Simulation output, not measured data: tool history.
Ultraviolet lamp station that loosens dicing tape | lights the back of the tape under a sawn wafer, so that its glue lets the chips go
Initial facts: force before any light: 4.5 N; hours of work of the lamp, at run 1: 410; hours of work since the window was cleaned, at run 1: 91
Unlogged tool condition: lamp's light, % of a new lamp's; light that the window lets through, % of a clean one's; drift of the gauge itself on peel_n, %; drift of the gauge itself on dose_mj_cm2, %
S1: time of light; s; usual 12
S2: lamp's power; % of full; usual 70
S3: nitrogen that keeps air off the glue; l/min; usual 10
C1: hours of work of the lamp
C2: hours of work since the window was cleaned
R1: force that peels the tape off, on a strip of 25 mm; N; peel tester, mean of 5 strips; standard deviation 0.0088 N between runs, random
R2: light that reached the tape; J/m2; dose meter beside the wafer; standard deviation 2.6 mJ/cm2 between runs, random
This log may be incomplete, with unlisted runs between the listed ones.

run	day	S1	S2	S3	C1	C2	R1	R2
1	0.000	12	70	10	410	91	0.366	3350
2	0.879	12	70	10	422	103	0.368	3340
3	1.700	12	70	10	433	115	0.349	3340
4	2.954	12	70	10	451	132	0.355	3320
5	4.233	12	70	10	469	150	0.370	3310
6	5.779	12	70	14	490	172	0.318	3330
7	7.012	12	70	10	508	189	0.368	3310
8	8.912	12	99	10	534	216	0.220	4620
9	10.217	12	76	10	553	234	0.326	3620
# day 11.875: window cleaned of glue's vapour
10	12.125	12	76	14	579	3	0.292	3620
11	13.342	12	76	14	596	21	0.274	3630
12	14.900	12	70	10	618	42	0.353	3330
13	15.817	12	70	10	631	55	0.357	3290
14	17.092	12	70	10	649	73	0.358	3280
15	18.358	13	70	10	666	91	0.318	3600
16	20.183	13	70	10	692	116	0.329	3600
17	21.654	12	70	10	713	137	0.371	3330
18	22.767	12	70	10	728	153	0.374	3340
19	23.696	12	70	10	741	166	0.369	3340
20	25.029	12	70	10	760	184	0.375	3290
21	25.800	12	70	10	771	195	0.372	3290
22	27.571	12	62	19	795	220	0.361	2990
23	28.571	12	71	13	809	234	0.307	3340
24	29.621	12	99	5	824	249	0.280	4710
# day 30.254: window cleaned of glue's vapour
25	30.617	12	70	10	838	5	0.367	3300
26	31.946	19	76	4	856	24	0.229	5710
27	32.862	19	76	4	869	37	0.245	5800
28	34.296	19	76	4	889	57	0.235	5660
29	35.250	19	76	4	903	70	0.232	5670
30	36.654	15	64	19	922	90	0.249	3850
31	38.125	23	60	19	943	110	0.182	5470
32	39.729	13	94	10	965	133	0.216	4860
33	41.133	15	84	10	985	152	0.198	5010
34	42.354	15	84	10	1002	169	0.200	5000
35	43.142	15	84	10	1013	180	0.212	4990
36	44.367	13	70	10	1030	198	0.323	3620
37	45.146	13	70	10	1041	209	0.318	3590
38	46.975	13	70	10	1067	234	0.329	3580
# day 48.579: window cleaned of glue's vapour
39	48.846	13	70	10	1093	4	0.327	3640
40	50.042	23	70	10	1110	20	0.171	6350
41	51.412	12	75	10	1129	40	0.325	3560
42	52.762	12	75	10	1148	59	0.322	3540

Below are 3 alternative next runs, each starting from the tool's condition after run 42. Predict each:
A	54.417	12	62	9	1171	82	?	?
B	54.417	12	64	10	1171	82	?	?
C	54.417	12	79	10	1171	82	?	?

run	R1	R2
A	0.452	2940
B	0.408	3070
C	0.289	3820
With no hidden state in the tool, these same runs would have given:
run	R1	R2
A	0.449	2950
B	0.406	3080
C	0.287	3830

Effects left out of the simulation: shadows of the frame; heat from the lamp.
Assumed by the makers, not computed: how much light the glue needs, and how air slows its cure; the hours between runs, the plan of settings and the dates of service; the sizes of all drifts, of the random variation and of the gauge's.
